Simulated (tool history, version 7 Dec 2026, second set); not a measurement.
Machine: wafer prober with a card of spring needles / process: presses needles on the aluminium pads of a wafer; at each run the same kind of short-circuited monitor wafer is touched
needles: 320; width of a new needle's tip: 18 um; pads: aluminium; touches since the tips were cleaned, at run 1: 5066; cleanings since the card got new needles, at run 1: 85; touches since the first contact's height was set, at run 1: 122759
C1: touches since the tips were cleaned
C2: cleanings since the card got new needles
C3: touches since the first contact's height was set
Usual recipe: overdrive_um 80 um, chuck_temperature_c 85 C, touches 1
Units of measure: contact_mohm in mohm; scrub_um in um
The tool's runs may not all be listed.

Run 1, hour 0.0: usual settings; C1 5066; C2 85; C3 122759. Result: contact_mohm 203 mohm, scrub_um 9.63 um.
At hour 12.8: tips cleaned on abrasive film.
At hour 44.7: tips cleaned on abrasive film.
Run 2, hour 64.7: usual settings; C1 5433; C2 87; C3 140309. Result: contact_mohm 204 mohm, scrub_um 9.54 um.
At hour 71.2: tips cleaned on abrasive film.
At hour 99.3: tips cleaned on abrasive film.
At hour 127.1: tips cleaned on abrasive film.
At hour 153.0: tips cleaned on abrasive film.
Run 3, hour 153.0: usual settings; C1 0; C2 91; C3 164227. Result: contact_mohm 205 mohm, scrub_um 9.68 um.
At hour 181.5: tips cleaned on abrasive film.
At hour 210.0: tips cleaned on abrasive film.
Run 4, hour 220.1: usual settings; C1 2755; C2 93; C3 182441. Result: contact_mohm 205 mohm, scrub_um 9.71 um.
At hour 237.6: tips cleaned on abrasive film.
At hour 266.1: tips cleaned on abrasive film.
At hour 285.3: height of the first contact set anew.
Run 5, hour 285.3: usual settings; C1 5146; C2 95; C3 0. Result: contact_mohm 201 mohm, scrub_um 9.57 um.
At hour 297.6: tips cleaned on abrasive film.
At hour 328.4: tips cleaned on abrasive film.
Run 6, hour 348.2: usual settings; C1 5408; C2 97; C3 17072. Result: contact_mohm 202 mohm, scrub_um 9.72 um.
At hour 354.7: tips cleaned on abrasive film.
At hour 380.2: tips cleaned on abrasive film.
At hour 410.1: tips cleaned on abrasive film.
Run 7, hour 421.3: usual settings but overdrive_um 86 um; C1 3031; C2 100; C3 36872. Result: contact_mohm 204 mohm, scrub_um 10.41 um.
At hour 437.4: tips cleaned on abrasive film.
At hour 466.3: tips cleaned on abrasive film.
Run 8, hour 479.3: usual settings but touches 2; C1 3528; C2 102; C3 52606. Result: contact_mohm 204 mohm, scrub_um 9.75 um.
At hour 498.1: tips cleaned on abrasive film.
At hour 528.8: tips cleaned on abrasive film.
Run 9, hour 549.1: usual settings but overdrive_um 71 um, chuck_temperature_c 101 C, touches 2; C1 5501; C2 104; C3 71538. Result: contact_mohm 210 mohm, scrub_um 8.65 um.
At hour 555.2: tips cleaned on abrasive film.
At hour 586.3: tips cleaned on abrasive film.
At hour 617.7: tips cleaned on abrasive film.
Run 10, hour 624.8: usual settings but overdrive_um 63 um, chuck_temperature_c 33 C, touches 2; C1 1913; C2 107; C3 92064. Result: contact_mohm 192 mohm, scrub_um 7.70 um.
At hour 646.7: tips cleaned on abrasive film.
At hour 674.1: tips cleaned on abrasive film.
At hour 702.5: tips cleaned on abrasive film.
Run 11, hour 705.8: usual settings but overdrive_um 63 um, chuck_temperature_c 33 C, touches 2; C1 887; C2 110; C3 114035. Result: contact_mohm 196 mohm, scrub_um 7.67 um.
At hour 731.2: tips cleaned on abrasive film.
At hour 758.5: tips cleaned on abrasive film.
Run 12, hour 761.8: usual settings but overdrive_um 86 um, chuck_temperature_c 62 C, touches 2; C1 916; C2 112; C3 129228. Result: contact_mohm 196 mohm, scrub_um 10.43 um.
At hour 790.0: tips cleaned on abrasive film.
At hour 820.0: tips cleaned on abrasive film.
At hour 846.6: tips cleaned on abrasive film.
Run 13, hour 858.6: usual settings but overdrive_um 64 um, chuck_temperature_c 62 C, touches 2; C1 3275; C2 115; C3 155483. Result: contact_mohm 197 mohm, scrub_um 7.83 um.
At hour 876.0: tips cleaned on abrasive film.
At hour 907.1: tips cleaned on abrasive film.
Run 14, hour 919.0: usual settings but overdrive_um 72 um, chuck_temperature_c 25 C, touches 3; C1 3246; C2 117; C3 171865. Result: contact_mohm 191 mohm, scrub_um 8.71 um.
At hour 933.0: tips cleaned on abrasive film.
At hour 962.2: tips cleaned on abrasive film.
At hour 989.6: tips cleaned on abrasive film.
Run 15, hour 989.6: usual settings but overdrive_um 69 um, chuck_temperature_c 41 C; C1 0; C2 120; C3 191010. Result: contact_mohm 195 mohm, scrub_um 8.37 um.
At hour 1015.2: tips cleaned on abrasive film.
At hour 1021.8: height of the first contact set anew.
Run 16, hour 1035.2: usual settings but overdrive_um 83 um, chuck_temperature_c 60 C, touches 2; C1 5377; C2 121; C3 3647. Result: contact_mohm 195 mohm, scrub_um 10.17 um.

Some steps in scrub_um between neighbouring runs. How much of each would the tool show without its hidden state too (settings, what came in, random variation), and how much is left for the hidden state, with any gauge scatter that isn't in both results?
Hidden state at play: debris on the tips, nm; way that the needles fall short of the set height, um; tips' diameter, um; drift of the gauge itself on contact_mohm, %; drift of the gauge itself on scrub_um, %.
Run 11 -> 12: overdrive_um 63 -> 86, chuck_temperature_c 33 -> 62, tips cleaned on abrasive film, tips cleaned on abrasive film. scrub_um +2.76 um: hidden state +0.02, all else +2.74.
